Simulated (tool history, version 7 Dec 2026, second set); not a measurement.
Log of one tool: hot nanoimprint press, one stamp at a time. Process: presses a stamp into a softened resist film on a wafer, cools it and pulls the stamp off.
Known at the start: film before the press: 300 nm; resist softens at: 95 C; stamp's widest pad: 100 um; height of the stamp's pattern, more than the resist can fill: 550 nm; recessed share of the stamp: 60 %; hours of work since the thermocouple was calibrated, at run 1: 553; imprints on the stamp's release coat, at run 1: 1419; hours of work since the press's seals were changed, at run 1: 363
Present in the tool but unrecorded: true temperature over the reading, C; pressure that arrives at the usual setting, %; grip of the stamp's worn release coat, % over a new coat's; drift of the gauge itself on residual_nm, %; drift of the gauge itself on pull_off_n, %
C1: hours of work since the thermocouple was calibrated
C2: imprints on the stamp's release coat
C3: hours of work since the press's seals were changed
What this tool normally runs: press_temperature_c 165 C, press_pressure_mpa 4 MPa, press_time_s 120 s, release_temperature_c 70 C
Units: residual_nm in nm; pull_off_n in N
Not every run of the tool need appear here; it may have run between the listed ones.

{"run": 1, "hour": 0.0, "press_temperature_c": 165, "press_pressure_mpa": 4, "press_time_s": 120, "release_temperature_c": 70, "C1": 553, "C2": 1419, "C3": 363, "residual_nm": 191.6, "pull_off_n": 134}
{"run": 2, "hour": 28.3, "press_temperature_c": 165, "press_pressure_mpa": 4, "press_time_s": 120, "release_temperature_c": 70, "C1": 569, "C2": 1519, "C3": 379, "residual_nm": 192.5, "pull_off_n": 137}
{"hour": 42.9, "done": "plate thermocouple calibrated"}
{"run": 3, "hour": 50.3, "press_temperature_c": 165, "press_pressure_mpa": 4, "press_time_s": 78, "release_temperature_c": 70, "C1": 4, "C2": 1586, "C3": 389, "residual_nm": 201.4, "pull_off_n": 129}
{"run": 4, "hour": 87.5, "press_temperature_c": 157, "press_pressure_mpa": 4, "press_time_s": 120, "release_temperature_c": 70, "C1": 25, "C2": 1717, "C3": 411, "residual_nm": 239.2, "pull_off_n": 135}
{"run": 5, "hour": 116.4, "press_temperature_c": 158, "press_pressure_mpa": 4, "press_time_s": 120, "release_temperature_c": 70, "C1": 42, "C2": 1820, "C3": 427, "residual_nm": 232.1, "pull_off_n": 128}
{"hour": 136.0, "done": "stamp cleaned and given a new release coat"}
{"run": 6, "hour": 152.6, "press_temperature_c": 158, "press_pressure_mpa": 4, "press_time_s": 120, "release_temperature_c": 70, "C1": 59, "C2": 58, "C3": 444, "residual_nm": 231.6, "pull_off_n": 108}
{"run": 7, "hour": 180.4, "press_temperature_c": 158, "press_pressure_mpa": 5.57, "press_time_s": 120, "release_temperature_c": 78, "C1": 75, "C2": 157, "C3": 460, "residual_nm": 206.8, "pull_off_n": 97}

Forecast run 8:
{"run": 8, "hour": 220.0, "press_temperature_c": 158, "press_pressure_mpa": 5.57, "press_time_s": 120, "release_temperature_c": 78, "C1": 97, "C2": 297, "C3": 482, "residual_nm": "?", "pull_off_n": "?"}

Run 8 came out at residual_nm 210.1 nm, pull_off_n 102 N.
The same run, on a tool lacking any hidden state, would have yielded residual_nm 203.8 nm, pull_off_n 98 N.

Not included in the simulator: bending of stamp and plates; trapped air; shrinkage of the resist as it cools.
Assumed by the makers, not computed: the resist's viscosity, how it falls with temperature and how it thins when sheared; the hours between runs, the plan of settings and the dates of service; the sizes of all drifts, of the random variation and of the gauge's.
